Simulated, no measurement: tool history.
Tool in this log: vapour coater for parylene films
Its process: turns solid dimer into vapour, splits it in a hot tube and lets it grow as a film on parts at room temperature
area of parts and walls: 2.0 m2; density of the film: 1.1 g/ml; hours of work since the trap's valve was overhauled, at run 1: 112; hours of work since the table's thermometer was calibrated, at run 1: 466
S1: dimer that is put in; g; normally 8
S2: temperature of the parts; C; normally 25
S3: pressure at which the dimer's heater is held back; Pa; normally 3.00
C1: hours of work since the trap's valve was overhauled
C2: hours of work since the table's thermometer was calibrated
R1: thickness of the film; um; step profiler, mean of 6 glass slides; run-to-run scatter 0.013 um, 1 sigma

| run | hour | S1 | S2 | S3 | C1 | C2 | R1 |
|---|---|---|---|---|---|---|---|
| 1 | 0.0 | 8 | 25 | 3.00 | 112 | 466 | 2.01 |
| 2 | 14.3 | 8 | 25 | 9.19 | 123 | 477 | 1.69 |
| 3 | 22.5 | 8 | 25 | 9.19 | 130 | 484 | 1.69 |
| 4 | 34.3 | 8 | 25 | 9.19 | 139 | 494 | 1.68 |
| 5 | 48.3 | 8 | 25 | 9.19 | 151 | 505 | 1.68 |
| 6 | 60.9 | 8 | 25 | 9.19 | 161 | 515 | 1.68 |
| 7 | 68.7 | 8 | 25 | 2.53 | 167 | 521 | 2.04 |
| 8 | 80.3 | 8 | 32 | 3.00 | 177 | 531 | 1.41 |
| 9 | 96.3 | 8 | 32 | 3.00 | 190 | 544 | 1.40 |
| 10 | 110.3 | 8 | 32 | 3.00 | 201 | 555 | 1.41 |
| 11 | 124.4 | 8 | 32 | 3.00 | 212 | 566 | 1.40 |
| 12 | 134.2 | 8 | 32 | 8.75 | 220 | 574 | 1.18 |
| 13 | 151.3 | 8 | 25 | 3.00 | 234 | 588 | 1.96 |
| 14 | 161.0 | 8 | 25 | 3.00 | 242 | 596 | 1.94 |
| 15 | 169.8 | 8 | 25 | 3.00 | 249 | 603 | 1.98 |
| 16 | 177.6 | 5 | 25 | 3.00 | 255 | 609 | 1.21 |
| 17 | 192.8 | 4 | 21 | 5.67 | 267 | 621 | 1.09 |
| 18 | 200.7 | 8 | 25 | 8.72 | 274 | 628 | 1.65 |
| 19 | 212.0 | 8 | 32 | 2.60 | 283 | 637 | 1.42 |
| 20 | 226.8 | 4 | 36 | 5.20 | 295 | 649 | 0.52 |
| 21 | 234.2 | 4 | 36 | 5.20 | 301 | 655 | 0.53 |
| 22 | 249.5 | 4 | 36 | 5.20 | 313 | 667 | 0.52 |
|  | 267.6 | trap's valve overhauled |
| 23 | 268.2 | 4 | 36 | 5.20 | 0 | 679 | 0.53 |
| 24 | 278.9 | 8 | 32 | 3.00 | 9 | 688 | 1.44 |
| 25 | 291.4 | 8 | 18 | 11.03 | 19 | 698 | 2.34 |
| 26 | 299.7 | 8 | 18 | 11.03 | 26 | 705 | 2.32 |
| 27 | 315.6 | 8 | 18 | 11.03 | 39 | 717 | 2.34 |
| 28 | 329.6 | 8 | 18 | 11.03 | 50 | 729 | 2.28 |
| 29 | 337.6 | 13 | 36 | 5.16 | 57 | 735 | 1.75 |

Below are 3 alternative next runs, each starting from the tool's condition after run 29. Predict each:
| A | 349.4 | 13 | 21 | 5.16 | 66 | 745 | ? |
| B | 349.4 | 13 | 36 | 8.44 | 66 | 745 | ? |
| C | 349.4 | 3 | 25 | 5.16 | 66 | 745 | ? |

| run | R1 |
|---|---|
| A | 3.65 |
| B | 1.61 |
| C | 0.69 |
Without the tool's unlogged condition, the same runs would have read:
| run | R1 |
|---|---|
| A | 3.80 |
| B | 1.68 |
| C | 0.72 |
